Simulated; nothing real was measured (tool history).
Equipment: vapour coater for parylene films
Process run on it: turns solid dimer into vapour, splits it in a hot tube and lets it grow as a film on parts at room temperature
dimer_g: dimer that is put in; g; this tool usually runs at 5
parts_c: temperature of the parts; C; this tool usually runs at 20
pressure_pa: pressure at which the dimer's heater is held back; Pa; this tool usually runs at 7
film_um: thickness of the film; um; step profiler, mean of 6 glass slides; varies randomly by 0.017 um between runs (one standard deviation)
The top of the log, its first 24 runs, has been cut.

{"run": 25, "hour": 1445.3, "dimer_g": 8, "parts_c": 17, "pressure_pa": 7, "film_um": 2.97}
{"run": 26, "hour": 1498.3, "dimer_g": 4, "parts_c": 31, "pressure_pa": 7.71, "film_um": 0.81}
{"run": 27, "hour": 1544.5, "dimer_g": 3, "parts_c": 19, "pressure_pa": 7.84, "film_um": 0.98}
{"run": 28, "hour": 1628.9, "dimer_g": 5, "parts_c": 18, "pressure_pa": 7.89, "film_um": 1.66}
{"run": 29, "hour": 1695.5, "dimer_g": 5, "parts_c": 18, "pressure_pa": 7, "film_um": 1.68}
{"run": 30, "hour": 1742.8, "dimer_g": 7, "parts_c": 29, "pressure_pa": 2.44, "film_um": 1.76}
{"run": 31, "hour": 1811.3, "dimer_g": 5, "parts_c": 16, "pressure_pa": 7, "film_um": 1.71}
{"hour": 1836.7, "done": "trap's valve overhauled"}
{"run": 32, "hour": 1857.5, "dimer_g": 5, "parts_c": 23, "pressure_pa": 7.8, "film_um": 1.46}
{"run": 33, "hour": 1896.7, "dimer_g": 5, "parts_c": 23, "pressure_pa": 7.8, "film_um": 1.43}
{"run": 34, "hour": 1954.9, "dimer_g": 5, "parts_c": 23, "pressure_pa": 7.8, "film_um": 1.41}
{"run": 35, "hour": 2000.5, "dimer_g": 3, "parts_c": 32, "pressure_pa": 2.76, "film_um": 0.68}
{"run": 36, "hour": 2070.5, "dimer_g": 6, "parts_c": 16, "pressure_pa": 2.76, "film_um": 2.48}
{"run": 37, "hour": 2130.1, "dimer_g": 4, "parts_c": 16, "pressure_pa": 7, "film_um": 1.44}
{"run": 38, "hour": 2207.8, "dimer_g": 3, "parts_c": 22, "pressure_pa": 7, "film_um": 0.85}
{"run": 39, "hour": 2269.5, "dimer_g": 2, "parts_c": 15, "pressure_pa": 2.13, "film_um": 0.78}
{"hour": 2278.1, "done": "trap's valve overhauled"}
{"run": 40, "hour": 2330.6, "dimer_g": 4, "parts_c": 28, "pressure_pa": 2.33, "film_um": 1.15}
{"run": 41, "hour": 2377.9, "dimer_g": 2, "parts_c": 14, "pressure_pa": 7, "film_um": 0.85}
{"run": 42, "hour": 2456.1, "dimer_g": 2, "parts_c": 14, "pressure_pa": 7, "film_um": 0.83}
{"run": 43, "hour": 2524.3, "dimer_g": 2, "parts_c": 14, "pressure_pa": 7, "film_um": 0.81}
{"run": 44, "hour": 2571.7, "dimer_g": 2, "parts_c": 14, "pressure_pa": 7, "film_um": 0.82}
{"run": 45, "hour": 2656.0, "dimer_g": 3, "parts_c": 20, "pressure_pa": 7.82, "film_um": 0.89}
{"run": 46, "hour": 2699.0, "dimer_g": 5, "parts_c": 14, "pressure_pa": 6.18, "film_um": 1.95}
{"hour": 2718.5, "done": "trap's valve overhauled"}
{"run": 47, "hour": 2787.0, "dimer_g": 8, "parts_c": 29, "pressure_pa": 6.83, "film_um": 1.83}
{"run": 48, "hour": 2822.2, "dimer_g": 5, "parts_c": 20, "pressure_pa": 2.08, "film_um": 2.03}

Alternative continuations, all from the tool just after run 48; predict every row:
{"run": "A", "hour": 2900.9, "dimer_g": 5, "parts_c": 31, "pressure_pa": 7.5, "film_um": "?"}
{"run": "B", "hour": 2900.9, "dimer_g": 5, "parts_c": 15, "pressure_pa": 2.88, "film_um": "?"}
{"run": "C", "hour": 2900.9, "dimer_g": 5, "parts_c": 25, "pressure_pa": 4.05, "film_um": "?"}

run=A film_um=1.03
run=B film_um=2.1
run=C film_um=1.47
Take away the tool's hidden state, keep each run's random variation, and the runs would have read:
run=A film_um=1.06
run=B film_um=2.22
run=C film_um=1.51
